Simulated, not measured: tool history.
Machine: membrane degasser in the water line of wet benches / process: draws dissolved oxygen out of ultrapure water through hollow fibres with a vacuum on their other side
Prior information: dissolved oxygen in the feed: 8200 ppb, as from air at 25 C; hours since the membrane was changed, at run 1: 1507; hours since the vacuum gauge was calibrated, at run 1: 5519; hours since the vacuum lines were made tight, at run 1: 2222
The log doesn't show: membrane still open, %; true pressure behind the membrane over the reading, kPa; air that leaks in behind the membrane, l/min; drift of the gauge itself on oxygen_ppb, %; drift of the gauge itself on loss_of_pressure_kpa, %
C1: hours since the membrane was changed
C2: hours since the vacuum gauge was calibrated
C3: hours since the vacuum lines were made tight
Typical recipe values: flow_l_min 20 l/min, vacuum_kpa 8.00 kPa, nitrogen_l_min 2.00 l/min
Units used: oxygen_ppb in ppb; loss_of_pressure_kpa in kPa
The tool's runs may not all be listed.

run 1 hour=0.0 | flow_l_min=20 vacuum_kpa=8.00 nitrogen_l_min=2.00 | C1=1507 C2=5519 C3=2222 | oxygen_ppb=122.3 loss_of_pressure_kpa=27.55
run 2 hour=83.7 | flow_l_min=15 vacuum_kpa=8.00 nitrogen_l_min=2.00 | C1=1590 C2=5603 C3=2306 | oxygen_ppb=94.1 loss_of_pressure_kpa=20.48
run 3 hour=155.9 | flow_l_min=15 vacuum_kpa=8.00 nitrogen_l_min=2.00 | C1=1662 C2=5675 C3=2378 | oxygen_ppb=91.7 loss_of_pressure_kpa=20.79
-- hour=162.0 vacuum gauge calibrated
run 4 hour=256.7 | flow_l_min=15 vacuum_kpa=8.00 nitrogen_l_min=2.00 | C1=1763 C2=95 C3=2479 | oxygen_ppb=90.2 loss_of_pressure_kpa=20.35
run 5 hour=357.8 | flow_l_min=15 vacuum_kpa=8.00 nitrogen_l_min=2.00 | C1=1864 C2=196 C3=2580 | oxygen_ppb=90.0 loss_of_pressure_kpa=20.40
run 6 hour=438.0 | flow_l_min=20 vacuum_kpa=8.00 nitrogen_l_min=1.04 | C1=1944 C2=276 C3=2660 | oxygen_ppb=205.5 loss_of_pressure_kpa=27.02
run 7 hour=515.8 | flow_l_min=20 vacuum_kpa=8.00 nitrogen_l_min=1.04 | C1=2022 C2=354 C3=2738 | oxygen_ppb=209.7 loss_of_pressure_kpa=27.57
run 8 hour=567.4 | flow_l_min=20 vacuum_kpa=8.00 nitrogen_l_min=1.04 | C1=2073 C2=405 C3=2789 | oxygen_ppb=216.4 loss_of_pressure_kpa=27.35
run 9 hour=656.4 | flow_l_min=20 vacuum_kpa=8.00 nitrogen_l_min=4.94 | C1=2162 C2=494 C3=2878 | oxygen_ppb=52.2 loss_of_pressure_kpa=27.40
run 10 hour=741.7 | flow_l_min=20 vacuum_kpa=8.00 nitrogen_l_min=4.94 | C1=2248 C2=580 C3=2964 | oxygen_ppb=52.7 loss_of_pressure_kpa=27.40
-- hour=757.2 seals of the vacuum lines changed
run 11 hour=803.5 | flow_l_min=20 vacuum_kpa=8.00 nitrogen_l_min=2.00 | C1=2308 C2=639 C3=46 | oxygen_ppb=114.5 loss_of_pressure_kpa=27.70
run 12 hour=878.2 | flow_l_min=20 vacuum_kpa=8.00 nitrogen_l_min=2.00 | C1=2382 C2=714 C3=121 | oxygen_ppb=117.2 loss_of_pressure_kpa=27.56
run 13 hour=972.7 | flow_l_min=20 vacuum_kpa=8.00 nitrogen_l_min=2.00 | C1=2477 C2=809 C3=215 | oxygen_ppb=117.0 loss_of_pressure_kpa=27.30
run 14 hour=1070.7 | flow_l_min=20 vacuum_kpa=8.00 nitrogen_l_min=2.00 | C1=2575 C2=907 C3=313 | oxygen_ppb=117.5 loss_of_pressure_kpa=27.57
run 15 hour=1161.2 | flow_l_min=20 vacuum_kpa=8.00 nitrogen_l_min=2.00 | C1=2665 C2=997 C3=404 | oxygen_ppb=117.4 loss_of_pressure_kpa=27.81
run 16 hour=1229.0 | flow_l_min=20 vacuum_kpa=8.00 nitrogen_l_min=3.03 | C1=2733 C2=1065 C3=472 | oxygen_ppb=81.6 loss_of_pressure_kpa=27.70
run 17 hour=1325.1 | flow_l_min=20 vacuum_kpa=9.52 nitrogen_l_min=1.67 | C1=2829 C2=1161 C3=568 | oxygen_ppb=176.4 loss_of_pressure_kpa=27.40
run 18 hour=1377.4 | flow_l_min=20 vacuum_kpa=9.52 nitrogen_l_min=1.15 | C1=2881 C2=1213 C3=620 | oxygen_ppb=245.4 loss_of_pressure_kpa=27.75
run 19 hour=1454.5 | flow_l_min=19 vacuum_kpa=13.18 nitrogen_l_min=5.55 | C1=2958 C2=1290 C3=697 | oxygen_ppb=88.7 loss_of_pressure_kpa=26.33
run 20 hour=1547.9 | flow_l_min=13 vacuum_kpa=18.87 nitrogen_l_min=2.00 | C1=3052 C2=1384 C3=791 | oxygen_ppb=242.9 loss_of_pressure_kpa=18.23
run 21 hour=1591.8 | flow_l_min=17 vacuum_kpa=5.51 nitrogen_l_min=1.34 | C1=3096 C2=1428 C3=835 | oxygen_ppb=71.9 loss_of_pressure_kpa=23.78
run 22 hour=1668.9 | flow_l_min=17 vacuum_kpa=5.51 nitrogen_l_min=1.34 | C1=3173 C2=1505 C3=912 | oxygen_ppb=72.6 loss_of_pressure_kpa=23.77
run 23 hour=1762.8 | flow_l_min=31 vacuum_kpa=4.98 nitrogen_l_min=2.05 | C1=3267 C2=1599 C3=1006 | oxygen_ppb=74.9 loss_of_pressure_kpa=43.13
run 24 hour=1843.3 | flow_l_min=22 vacuum_kpa=8.00 nitrogen_l_min=3.46 | C1=3347 C2=1679 C3=1086 | oxygen_ppb=80.1 loss_of_pressure_kpa=30.60
run 25 hour=1918.1 | flow_l_min=20 vacuum_kpa=11.12 nitrogen_l_min=2.00 | C1=3422 C2=1754 C3=1161 | oxygen_ppb=189.2 loss_of_pressure_kpa=28.16
run 26 hour=1970.7 | flow_l_min=14 vacuum_kpa=16.17 nitrogen_l_min=2.00 | C1=3475 C2=1807 C3=1213 | oxygen_ppb=219.5 loss_of_pressure_kpa=19.36
run 27 hour=2074.6 | flow_l_min=20 vacuum_kpa=12.42 nitrogen_l_min=2.00 | C1=3579 C2=1911 C3=1317 | oxygen_ppb=222.1 loss_of_pressure_kpa=27.91

Expected results for the next run?
run 28 hour=2123.4 | flow_l_min=27 vacuum_kpa=16.48 nitrogen_l_min=3.33 | C1=3627 C2=1959 C3=1366 | oxygen_ppb=? loss_of_pressure_kpa=?

{"run 28": {"oxygen_ppb": 256.7, "loss_of_pressure_kpa": 37.62}}
Had the tool carried no hidden state, the very same run would have given oxygen_ppb 251.6 ppb, loss_of_pressure_kpa 36.13 kPa.
